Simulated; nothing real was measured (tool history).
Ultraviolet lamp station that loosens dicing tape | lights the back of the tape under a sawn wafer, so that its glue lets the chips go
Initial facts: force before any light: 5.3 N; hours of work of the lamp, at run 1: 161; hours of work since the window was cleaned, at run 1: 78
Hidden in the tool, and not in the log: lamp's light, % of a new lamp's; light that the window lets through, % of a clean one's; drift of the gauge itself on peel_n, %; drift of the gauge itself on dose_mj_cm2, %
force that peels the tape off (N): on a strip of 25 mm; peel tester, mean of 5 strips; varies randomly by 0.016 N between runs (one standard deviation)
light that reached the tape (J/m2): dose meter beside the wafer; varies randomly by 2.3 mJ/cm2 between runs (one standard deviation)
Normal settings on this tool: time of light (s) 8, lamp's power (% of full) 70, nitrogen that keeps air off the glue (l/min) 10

| run | hour | time of light (s) | lamp's power (% of full) | nitrogen that keeps air off the glue (l/min) | hours of work of the lamp | hours of work since the window was cleaned | force that peels the tape off (N) | light that reached the tape (J/m2) |
|---|---|---|---|---|---|---|---|---|
| 1 | 0.0 | 8 | 70 | 10 | 161 | 78 | 0.857 | 2030 |
| 2 | 35.3 | 8 | 70 | 10 | 178 | 96 | 0.852 | 2010 |
| 3 | 61.2 | 8 | 70 | 10 | 191 | 108 | 0.863 | 2000 |
| 4 | 84.9 | 8 | 70 | 10 | 202 | 120 | 0.909 | 2000 |
| 5 | 110.3 | 8 | 70 | 10 | 215 | 132 | 0.914 | 1950 |
| 6 | 133.9 | 8 | 70 | 10 | 226 | 144 | 0.910 | 1950 |
| 7 | 152.0 | 8 | 70 | 10 | 235 | 153 | 0.922 | 1900 |
| 8 | 191.4 | 8 | 70 | 10 | 254 | 172 | 0.925 | 1920 |
| 9 | 209.0 | 8 | 70 | 10 | 263 | 181 | 0.899 | 1890 |
| 10 | 225.5 | 8 | 70 | 9 | 271 | 189 | 0.957 | 1880 |
| 11 | 257.2 | 8 | 70 | 9 | 287 | 204 | 0.968 | 1900 |
| 12 | 279.6 | 8 | 70 | 9 | 298 | 215 | 1.005 | 1800 |
| 13 | 301.6 | 8 | 70 | 9 | 308 | 226 | 1.029 | 1840 |
| 14 | 323.1 | 8 | 70 | 9 | 319 | 236 | 1.037 | 1840 |
|  | 333.1 | window cleaned of glue's vapour |
| 15 | 343.0 | 8 | 70 | 4 | 328 | 5 | 1.357 | 1960 |
| 16 | 372.0 | 8 | 70 | 10 | 343 | 19 | 0.954 | 1920 |
| 17 | 398.1 | 8 | 70 | 10 | 355 | 32 | 0.921 | 1930 |
| 18 | 427.5 | 8 | 70 | 10 | 370 | 46 | 0.936 | 1910 |
| 19 | 459.5 | 8 | 70 | 10 | 385 | 62 | 0.962 | 1870 |
| 20 | 479.0 | 8 | 70 | 10 | 395 | 71 | 0.979 | 1870 |
| 21 | 517.8 | 8 | 70 | 10 | 414 | 90 | 0.939 | 1860 |
| 22 | 548.3 | 8 | 70 | 10 | 429 | 105 | 1.006 | 1790 |
| 23 | 569.0 | 8 | 65 | 9 | 439 | 115 | 1.168 | 1680 |
| 24 | 589.7 | 8 | 98 | 14 | 449 | 126 | 0.492 | 2580 |
| 25 | 627.0 | 8 | 98 | 14 | 467 | 144 | 0.494 | 2510 |
| 26 | 645.9 | 13 | 76 | 14 | 476 | 153 | 0.361 | 3140 |
| 27 | 664.8 | 8 | 63 | 16 | 486 | 162 | 0.975 | 1620 |
| 28 | 685.5 | 5 | 60 | 12 | 496 | 172 | 2.068 | 920 |
| 29 | 714.2 | 7 | 89 | 10 | 510 | 186 | 0.899 | 1940 |
| 30 | 745.4 | 8 | 70 | 10 | 525 | 202 | 1.072 | 1750 |
| 31 | 771.7 | 8 | 70 | 10 | 538 | 215 | 1.107 | 1710 |
| 32 | 810.9 | 6 | 70 | 6 | 557 | 234 | 1.934 | 1290 |
|  | 827.0 | window cleaned of glue's vapour |
| 33 | 851.3 | 6 | 70 | 6 | 577 | 12 | 1.730 | 1360 |
| 34 | 884.2 | 10 | 70 | 18 | 593 | 28 | 0.563 | 2210 |
| 35 | 921.8 | 10 | 70 | 18 | 611 | 46 | 0.586 | 2150 |
| 36 | 958.7 | 6 | 70 | 10 | 629 | 64 | 1.544 | 1290 |
| 37 | 984.4 | 11 | 65 | 17 | 642 | 77 | 0.582 | 2200 |
| 38 | 1006.3 | 8 | 70 | 14 | 653 | 88 | 0.937 | 1720 |
| 39 | 1025.5 | 5 | 67 | 6 | 662 | 97 | 2.351 | 1030 |
| 40 | 1055.2 | 11 | 82 | 10 | 676 | 112 | 0.533 | 2730 |
| 41 | 1075.3 | 8 | 70 | 12 | 686 | 121 | 1.076 | 1690 |
| 42 | 1096.9 | 6 | 90 | 3 | 697 | 132 | 1.991 | 1620 |
| 43 | 1129.4 | 6 | 90 | 19 | 713 | 148 | 0.979 | 1570 |

What if the next run were any one of these 4? Each begins from the tool's condition after run 43:
| A | 1150.1 | 6 | 81 | 7 | 723 | 158 | ? | ? |
| B | 1150.1 | 6 | 61 | 19 | 723 | 158 | ? | ? |
| C | 1150.1 | 7 | 70 | 10 | 723 | 158 | ? | ? |
| D | 1150.1 | 11 | 90 | 19 | 723 | 158 | ? | ? |

| run | force that peels the tape off (N) | light that reached the tape (J/m2) |
|---|---|---|
| A | 1.579 | 1430 |
| B | 1.624 | 1080 |
| C | 1.392 | 1450 |
| D | 0.371 | 2890 |
Stripped of hidden state, with their random variation kept, the same runs would have yielded:
| run | force that peels the tape off (N) | light that reached the tape (J/m2) |
|---|---|---|
| A | 1.077 | 1930 |
| B | 1.108 | 1450 |
| C | 0.917 | 1940 |
| D | 0.263 | 3900 |

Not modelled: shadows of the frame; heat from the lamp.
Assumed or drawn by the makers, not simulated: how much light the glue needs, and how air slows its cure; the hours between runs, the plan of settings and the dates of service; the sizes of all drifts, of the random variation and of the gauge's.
